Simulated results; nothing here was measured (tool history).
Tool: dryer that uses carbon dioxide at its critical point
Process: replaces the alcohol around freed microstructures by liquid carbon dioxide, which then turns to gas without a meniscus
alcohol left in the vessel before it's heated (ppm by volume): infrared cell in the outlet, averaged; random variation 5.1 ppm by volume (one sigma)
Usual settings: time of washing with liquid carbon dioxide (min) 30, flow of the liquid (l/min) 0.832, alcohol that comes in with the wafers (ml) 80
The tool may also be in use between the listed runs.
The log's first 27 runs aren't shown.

run     day  time of washing with liquid carbon dioxide (min)  flow of the liquid (l/min)  alcohol that comes in with the wafers (ml)  hours of work since the filter was changed  hours of work since the purifier's bed was changed  alcohol left in the vessel before it's heated (ppm by volume)
 28  10.929                                                45                        0.89                                         111                                         168                                                 582                                                            195
 29  11.375                                                45                        0.89                                         111                                         176                                                 591                                                            186
     11.521  -- inlet filter changed
 30  11.862                                                41                        0.89                                          88                                           6                                                 599                                                            179
 31  12.375                                                30                       1.134                                          80                                          16                                                 608                                                            184
 32    12.8                                                30                       1.134                                          80                                          23                                                 616                                                            198
 33  13.192                                                34                       1.237                                          39                                          31                                                 623                                                            181
 34  13.529                                                44                       0.513                                          51                                          37                                                 629                                                            281
 35  13.975                                                30                        1.41                                          32                                          45                                                 637                                                            187
 36  14.312                                                30                       0.878                                          80                                          51                                                 644                                                            264
 37  14.642                                                23                       0.698                                          23                                          57                                                 650                                                            375
 38  15.142                                                20                       0.817                                          50                                          66                                                 659                                                            580
 39  15.471                                                32                        0.92                                          80                                          72                                                 665                                                            237
 40  15.921                                                32                        0.92                                          73                                          81                                                 673                                                            235
     16.183  -- purifier's bed changed
 41  16.346                                                30                       0.534                                          35                                          86                                                   3                                                            303
 42  16.667                                                19                       0.832                                         110                                          92                                                   9                                                           1061

Forecast each of these 5 alternatives for the next run:
  A  17.162                                                30                       0.832                                          49                                         101                                                  18                                                              ?
  B  17.162                                                34                       0.832                                          91                                         101                                                  18                                                              ?
  C  17.162                                                42                       0.832                                          80                                         101                                                  18                                                              ?
  D  17.162                                                31                       0.832                                          80                                         101                                                  18                                                              ?
  E  17.162                                                33                       0.933                                          38                                         101                                                  18                                                              ?

run  alcohol left in the vessel before it's heated (ppm by volume)
  A                                                             85
  B                                                             85
  C                                                             28
  D                                                            118
  E                                                             24
Without the tool's hidden state the same runs would have given:
run  alcohol left in the vessel before it's heated (ppm by volume)
  A                                                             48
  B                                                             47
  C                                                             13
  D                                                             65
  E                                                              8
